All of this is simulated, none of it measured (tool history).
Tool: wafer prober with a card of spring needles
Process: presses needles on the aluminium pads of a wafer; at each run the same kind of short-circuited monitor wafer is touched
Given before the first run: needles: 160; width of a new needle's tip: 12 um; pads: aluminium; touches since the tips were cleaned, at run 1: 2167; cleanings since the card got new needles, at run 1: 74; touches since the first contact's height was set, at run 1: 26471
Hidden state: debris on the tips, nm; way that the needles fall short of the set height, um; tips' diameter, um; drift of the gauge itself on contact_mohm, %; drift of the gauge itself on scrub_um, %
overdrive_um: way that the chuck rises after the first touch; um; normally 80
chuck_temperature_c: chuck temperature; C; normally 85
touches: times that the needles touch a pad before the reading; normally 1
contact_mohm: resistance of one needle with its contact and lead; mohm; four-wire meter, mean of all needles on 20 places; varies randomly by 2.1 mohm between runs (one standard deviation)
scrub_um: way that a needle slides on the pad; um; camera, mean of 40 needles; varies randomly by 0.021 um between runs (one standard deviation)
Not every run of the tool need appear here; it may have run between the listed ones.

run,day,overdrive_um,chuck_temperature_c,touches,touches since the tips were cleaned,cleanings since the card got new needles,touches since the first contact's height was set,contact_mohm,scrub_um
1,0.000,80,85,1,2167,74,26471,227,14.15
# day 0.050: tips cleaned on abrasive film
# day 0.292: tips cleaned on abrasive film
2,0.454,80,85,1,2068,76,32184,226,14.16
# day 0.504: tips cleaned on abrasive film
# day 0.708: tips cleaned on abrasive film
# day 0.950: tips cleaned on abrasive film
3,0.988,80,85,1,527,79,38937,226,14.18
# day 1.183: tips cleaned on abrasive film
# day 1.412: tips cleaned on abrasive film
4,1.429,80,85,1,228,81,44485,226,14.13
# day 1.617: tips cleaned on abrasive film
# day 1.842: tips cleaned on abrasive film
5,1.846,80,85,1,55,83,49763,230,14.13
# day 2.075: tips cleaned on abrasive film
# day 2.304: tips cleaned on abrasive film
6,2.342,80,85,1,463,85,56022,227,14.11
# day 2.529: tips cleaned on abrasive film
# day 2.767: tips cleaned on abrasive film
# day 2.983: tips cleaned on abrasive film
7,2.992,80,85,1,126,88,64240,225,14.16
# day 3.208: tips cleaned on abrasive film
# day 3.412: tips cleaned on abrasive film
8,3.492,80,85,1,1024,90,70577,226,14.15
# day 3.629: tips cleaned on abrasive film
# day 3.858: tips cleaned on abrasive film
# day 4.079: tips cleaned on abrasive film
9,4.208,80,85,1,1627,93,79606,225,14.09
# day 4.304: tips cleaned on abrasive film
# day 4.529: tips cleaned on abrasive film
# day 4.767: tips cleaned on abrasive film
10,4.954,80,85,1,2425,96,89076,227,14.14
# day 5.004: tips cleaned on abrasive film
# day 5.233: tips cleaned on abrasive film
# day 5.379: height of the first contact set anew
# day 5.471: tips cleaned on abrasive film
11,5.538,80,33,1,908,99,1987,213,14.14
# day 5.683: tips cleaned on abrasive film
# day 5.879: tips cleaned on abrasive film
# day 6.104: tips cleaned on abrasive film
12,6.183,65,33,1,1034,102,10136,221,11.50
# day 6.312: tips cleaned on abrasive film
# day 6.542: tips cleaned on abrasive film
# day 6.758: tips cleaned on abrasive film
13,6.758,65,33,1,0,105,17373,211,11.51
# day 6.988: tips cleaned on abrasive film
# day 7.225: tips cleaned on abrasive film
# day 7.462: tips cleaned on abrasive film
14,7.592,73,85,1,1690,108,27942,228,12.88
# day 7.688: tips cleaned on abrasive film
# day 7.917: tips cleaned on abrasive film
# day 8.158: tips cleaned on abrasive film
15,8.271,80,85,1,1458,111,36496,229,14.16
# day 8.358: tips cleaned on abrasive film
# day 8.575: tips cleaned on abrasive film
# day 8.808: tips cleaned on abrasive film
# day 9.046: tips cleaned on abrasive film
16,9.079,80,85,1,437,115,46709,224,14.14
# day 9.271: tips cleaned on abrasive film
# day 9.496: tips cleaned on abrasive film
17,9.525,88,38,1,397,117,52341,217,15.57
# day 9.717: tips cleaned on abrasive film
# day 9.954: tips cleaned on abrasive film
18,10.012,89,45,1,740,119,58476,220,15.71
# day 10.154: tips cleaned on abrasive film
# day 10.388: tips cleaned on abrasive film
# day 10.612: tips cleaned on abrasive film
19,10.742,80,103,1,1649,122,67734,230,14.12
# day 10.842: tips cleaned on abrasive film
# day 11.033: tips cleaned on abrasive film
# day 11.271: tips cleaned on abrasive film
20,11.358,80,26,1,1160,125,75521,212,14.16
# day 11.504: tips cleaned on abrasive film
# day 11.738: tips cleaned on abrasive film
# day 11.971: tips cleaned on abrasive film
21,12.067,61,39,2,1232,128,84470,216,10.74
# day 12.167: tips cleaned on abrasive film
# day 12.358: tips cleaned on abrasive film
# day 12.588: tips cleaned on abrasive film
22,12.754,61,75,1,2151,131,93174,229,10.79
# day 12.808: tips cleaned on abrasive film
# day 12.862: height of the first contact set anew
# day 13.054: tips cleaned on abrasive film
# day 13.292: tips cleaned on abrasive film
# day 13.512: tips cleaned on abrasive film
23,13.558,61,75,1,612,135,8819,229,10.80
# day 13.746: tips cleaned on abrasive film
# day 13.942: tips cleaned on abrasive film
# day 14.133: tips cleaned on abrasive film
24,14.162,87,75,3,357,138,16406,227,15.39
# day 14.342: tips cleaned on abrasive film
# day 14.571: tips cleaned on abrasive film
25,14.733,94,85,1,2099,140,23652,229,16.62
# day 14.783: tips cleaned on abrasive film
# day 14.975: tips cleaned on abrasive film
# day 15.204: tips cleaned on abrasive film
26,15.267,62,113,2,751,143,30349,233,10.97
# day 15.433: tips cleaned on abrasive film
# day 15.667: tips cleaned on abrasive film
# day 15.858: tips cleaned on abrasive film
27,15.946,62,113,2,1110,146,38961,232,10.95
# day 16.079: tips cleaned on abrasive film
# day 16.317: tips cleaned on abrasive film
28,16.408,62,113,2,1156,148,44792,235,10.95
# day 16.542: tips cleaned on abrasive film
# day 16.762: tips cleaned on abrasive film
# day 16.979: tips cleaned on abrasive film
29,17.100,62,113,2,1551,151,53558,239,10.91

Branching from run 29: 3 alternative next runs. What would each branch give?
# day 17.188: tips cleaned on abrasive film
# day 17.421: tips cleaned on abrasive film
A,17.496,83,113,2,960,153,58516,?,?
# day 17.188: tips cleaned on abrasive film
# day 17.421: tips cleaned on abrasive film
B,17.496,62,43,2,960,153,58516,?,?
# day 17.188: tips cleaned on abrasive film
# day 17.421: tips cleaned on abrasive film
C,17.496,62,73,2,960,153,58516,?,?

run,contact_mohm,scrub_um
A,234,14.66
B,221,10.95
C,224,10.96
What these runs would have given with no unlogged condition in the tool:
run,contact_mohm,scrub_um
A,234,14.66
B,221,10.95
C,223,10.96
